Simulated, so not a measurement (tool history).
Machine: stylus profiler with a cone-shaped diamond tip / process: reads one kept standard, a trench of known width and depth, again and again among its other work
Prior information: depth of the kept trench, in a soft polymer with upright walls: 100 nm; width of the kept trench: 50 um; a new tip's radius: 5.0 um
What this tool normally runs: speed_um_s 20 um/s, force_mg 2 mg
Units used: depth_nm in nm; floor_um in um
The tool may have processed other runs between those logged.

Run 1, hour 0: usual settings. Result: depth_nm 100.5 nm, floor_um 47.21 um.
Run 2, hour 32.1: usual settings. Result: depth_nm 100.47 nm, floor_um 47.21 um.
Run 3, hour 85.6: usual settings but speed_um_s 31 um/s. Result: depth_nm 100.47 nm, floor_um 47.17 um.
Run 4, hour 139.3: usual settings but speed_um_s 31 um/s. Result: depth_nm 100.5 nm, floor_um 47.1 um.
Run 5, hour 207.6: usual settings. Result: depth_nm 100.48 nm, floor_um 47.17 um.
Run 6, hour 264: usual settings but force_mg 0.71 mg. Result: depth_nm 100.21 nm, floor_um 47.08 um.
Run 7, hour 294.9: usual settings but speed_um_s 12 um/s. Result: depth_nm 100.46 nm, floor_um 47.18 um.
Run 8, hour 333.1: usual settings but force_mg 0.74 mg. Result: depth_nm 100.17 nm, floor_um 47.08 um.
Run 9, hour 379.8: usual settings but force_mg 0.74 mg. Result: depth_nm 100.19 nm, floor_um 47.02 um.
At hour 431: height scale calibrated on a step standard.
Run 10, hour 443.1: usual settings but speed_um_s 61 um/s, force_mg 0.74 mg. Result: depth_nm 100.01 nm, floor_um 46.71 um.
Run 11, hour 499.8: usual settings but speed_um_s 61 um/s, force_mg 0.74 mg. Result: depth_nm 100.05 nm, floor_um 46.66 um.
Run 12, hour 560.1: usual settings but speed_um_s 62 um/s. Result: depth_nm 100.35 nm, floor_um 46.81 um.
Run 13, hour 622.9: usual settings but speed_um_s 62 um/s. Result: depth_nm 100.29 nm, floor_um 46.8 um.
At hour 644.3: height scale calibrated on a step standard, once more.
Run 14, hour 667: usual settings but speed_um_s 12 um/s. Result: depth_nm 100.57 nm, floor_um 47.02 um.
Run 15, hour 706.9: usual settings but speed_um_s 12 um/s, force_mg 1.92 mg. Result: depth_nm 100.55 nm, floor_um 47.04 um.
Run 16, hour 739.7: usual settings. Result: depth_nm 100.54 nm, floor_um 46.96 um.
Run 17, hour 780.3: usual settings. Result: depth_nm 100.54 nm, floor_um 46.96 um.
Run 18, hour 850.5: usual settings. Result: depth_nm 100.58 nm, floor_um 46.89 um.
Run 19, hour 885.5: usual settings. Result: depth_nm 100.54 nm, floor_um 46.95 um.
Run 20, hour 942.6: usual settings but force_mg 1.7 mg. Result: depth_nm 100.43 nm, floor_um 46.88 um.
Run 21, hour 976.4: usual settings but speed_um_s 31 um/s, force_mg 1.65 mg. Result: depth_nm 100.44 nm, floor_um 46.83 um.
Run 22, hour 1043.3: usual settings but force_mg 4.83 mg. Result: depth_nm 100.98 nm, floor_um 46.89 um.
Run 23, hour 1104: usual settings but speed_um_s 54 um/s, force_mg 4.8 mg. Result: depth_nm 100.95 nm, floor_um 46.86 um.
Run 24, hour 1154.8: usual settings but speed_um_s 16 um/s, force_mg 1.08 mg. Result: depth_nm 100.35 nm, floor_um 46.83 um.
Run 25, hour 1203.9: usual settings but speed_um_s 12 um/s, force_mg 1.81 mg. Result: depth_nm 100.44 nm, floor_um 46.85 um.
Run 26, hour 1236: usual settings but speed_um_s 54 um/s, force_mg 2.84 mg. Result: depth_nm 100.65 nm, floor_um 46.73 um.
Run 27, hour 1286.3: usual settings but speed_um_s 54 um/s, force_mg 1.15 mg. Result: depth_nm 100.28 nm, floor_um 46.61 um.
Run 28, hour 1325.1: usual settings but speed_um_s 54 um/s, force_mg 1.15 mg. Result: depth_nm 100.33 nm, floor_um 46.58 um.
Run 29, hour 1391.1: usual settings but speed_um_s 13 um/s, force_mg 2.86 mg. Result: depth_nm 100.65 nm, floor_um 46.81 um.
Run 30, hour 1460.5: usual settings but speed_um_s 16 um/s, force_mg 2.77 mg. Result: depth_nm 100.65 nm, floor_um 46.79 um.
Run 31, hour 1511.7: usual settings but speed_um_s 62 um/s, force_mg 5.85 mg. Result: depth_nm 101.11 nm, floor_um 46.68 um.
Run 32, hour 1580.9: usual settings but speed_um_s 33 um/s. Result: depth_nm 100.45 nm, floor_um 46.65 um.
Run 33, hour 1642.6: usual settings but speed_um_s 12 um/s, force_mg 4.29 mg. Result: depth_nm 100.84 nm, floor_um 46.79 um.
Run 34, hour 1687.8: usual settings but speed_um_s 49 um/s, force_mg 2.74 mg. Result: depth_nm 100.57 nm, floor_um 46.68 um.
Run 35, hour 1723.7: usual settings but speed_um_s 49 um/s, force_mg 2.74 mg. Result: depth_nm 100.58 nm, floor_um 46.62 um.
Run 36, hour 1783.6: usual settings but speed_um_s 8 um/s, force_mg 3.17 mg. Result: depth_nm 100.67 nm, floor_um 46.76 um.
Run 37, hour 1830.2: usual settings but speed_um_s 44 um/s, force_mg 1.17 mg. Result: depth_nm 100.26 nm, floor_um 46.53 um.

What would each run have given without the hidden state, its run-to-run variation left as it was?
What the log doesn't record here: radius of the tip, um; height scale over the true one, %; drift of the gauge itself on depth_nm, %; drift of the gauge itself on floor_um, %.
run  depth_nm  floor_um
  1    100.61     47.94
  2    100.59     47.95
  3    100.59     47.92
  4    100.63     47.87
  5    100.62     47.97
  6    100.36     47.89
  7    100.61        48
  8    100.33     47.91
  9    100.35     47.86
 10    100.26     47.57
 11     100.3     47.54
 12    100.61     47.71
 13    100.56     47.72
 14     100.6     47.95
 15    100.58     47.98
 16    100.58     47.91
 17    100.59     47.93
 18    100.63     47.88
 19     100.6     47.95
 20    100.49      47.9
 21     100.5     47.85
 22    101.05     47.93
 23    101.03     47.92
 24    100.43      47.9
 25    100.53     47.94
 26    100.74     47.82
 27    100.38     47.72
 28    100.44      47.7
 29    100.76     47.96
 30    100.77     47.95
 31    101.24     47.85
 32    100.58     47.84
 33    100.98        48
 34    100.72      47.9
 35    100.73     47.85
 36    100.82        48
 37    100.43     47.79
